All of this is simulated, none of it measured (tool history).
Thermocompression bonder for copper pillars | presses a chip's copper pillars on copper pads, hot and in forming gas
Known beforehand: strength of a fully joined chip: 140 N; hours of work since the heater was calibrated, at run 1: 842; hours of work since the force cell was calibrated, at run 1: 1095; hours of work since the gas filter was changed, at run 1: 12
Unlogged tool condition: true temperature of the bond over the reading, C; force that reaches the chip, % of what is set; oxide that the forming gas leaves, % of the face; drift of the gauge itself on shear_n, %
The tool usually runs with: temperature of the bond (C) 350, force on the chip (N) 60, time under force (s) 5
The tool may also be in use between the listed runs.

| run | hour | temperature of the bond (C) | force on the chip (N) | time under force (s) | hours of work since the heater was calibrated | hours of work since the force cell was calibrated | hours of work since the gas filter was changed | force that shears a chip off (N) |
|---|---|---|---|---|---|---|---|---|
| 1 | 0.0 | 350 | 60 | 5 | 842 | 1095 | 12 | 87.9 |
| 2 | 38.8 | 350 | 60 | 5 | 860 | 1113 | 30 | 87.7 |
| 3 | 57.3 | 350 | 57 | 5 | 869 | 1122 | 39 | 85.7 |
| 4 | 83.6 | 350 | 57 | 5 | 881 | 1135 | 51 | 86.0 |
| 5 | 127.4 | 350 | 57 | 5 | 902 | 1155 | 72 | 86.5 |
| 6 | 158.3 | 350 | 57 | 5 | 917 | 1170 | 87 | 85.3 |
| 7 | 186.9 | 350 | 57 | 5 | 930 | 1184 | 100 | 86.1 |
| 8 | 210.7 | 367 | 57 | 5 | 942 | 1195 | 112 | 96.0 |
| 9 | 239.1 | 367 | 57 | 5 | 955 | 1208 | 125 | 95.0 |
| 10 | 282.2 | 367 | 57 | 5 | 975 | 1229 | 146 | 93.7 |
| 11 | 319.3 | 350 | 60 | 7 | 993 | 1246 | 163 | 95.4 |
| 12 | 358.8 | 350 | 60 | 7 | 1012 | 1265 | 182 | 96.7 |
| 13 | 403.2 | 350 | 60 | 7 | 1033 | 1286 | 203 | 97.5 |
| 14 | 433.7 | 350 | 60 | 12 | 1047 | 1301 | 217 | 109.9 |
| 15 | 474.8 | 355 | 60 | 5 | 1067 | 1320 | 237 | 90.8 |
|  | 480.4 | force cell calibrated |
| 16 | 503.4 | 327 | 60 | 5 | 1080 | 11 | 250 | 77.2 |
|  | 513.6 | forming gas filter changed |
| 17 | 529.9 | 345 | 60 | 8 | 1092 | 23 | 8 | 96.9 |
| 18 | 549.9 | 336 | 66 | 14 | 1101 | 33 | 17 | 109.7 |
| 19 | 587.4 | 350 | 60 | 3 | 1119 | 51 | 35 | 74.7 |
| 20 | 626.2 | 333 | 54 | 3 | 1138 | 69 | 53 | 62.6 |
| 21 | 655.4 | 327 | 54 | 3 | 1152 | 83 | 67 | 59.5 |
| 22 | 676.7 | 377 | 54 | 6 | 1162 | 93 | 77 | 99.9 |
| 23 | 702.7 | 377 | 80 | 4 | 1174 | 105 | 90 | 108.0 |
| 24 | 727.2 | 322 | 63 | 3 | 1186 | 117 | 101 | 64.1 |
| 25 | 763.6 | 333 | 76 | 8 | 1203 | 134 | 119 | 105.1 |
| 26 | 797.3 | 350 | 43 | 4 | 1219 | 150 | 135 | 66.9 |
| 27 | 834.3 | 350 | 43 | 4 | 1236 | 168 | 152 | 66.8 |
| 28 | 873.3 | 350 | 43 | 4 | 1255 | 186 | 171 | 67.4 |
| 29 | 912.5 | 350 | 60 | 4 | 1273 | 205 | 189 | 83.6 |

Forecast each of these 3 alternatives for the next run:
| A | 950.4 | 372 | 73 | 15 | 1291 | 223 | 207 | ? |
| B | 950.4 | 350 | 60 | 3 | 1291 | 223 | 207 | ? |
| C | 950.4 | 340 | 60 | 6 | 1291 | 223 | 207 | ? |

| run | force that shears a chip off (N) |
|---|---|
| A | 128.9 |
| B | 75.7 |
| C | 88.0 |
Without the tool's hidden state the same runs would have given:
| run | force that shears a chip off (N) |
|---|---|
| A | 129.5 |
| B | 76.3 |
| C | 88.7 |
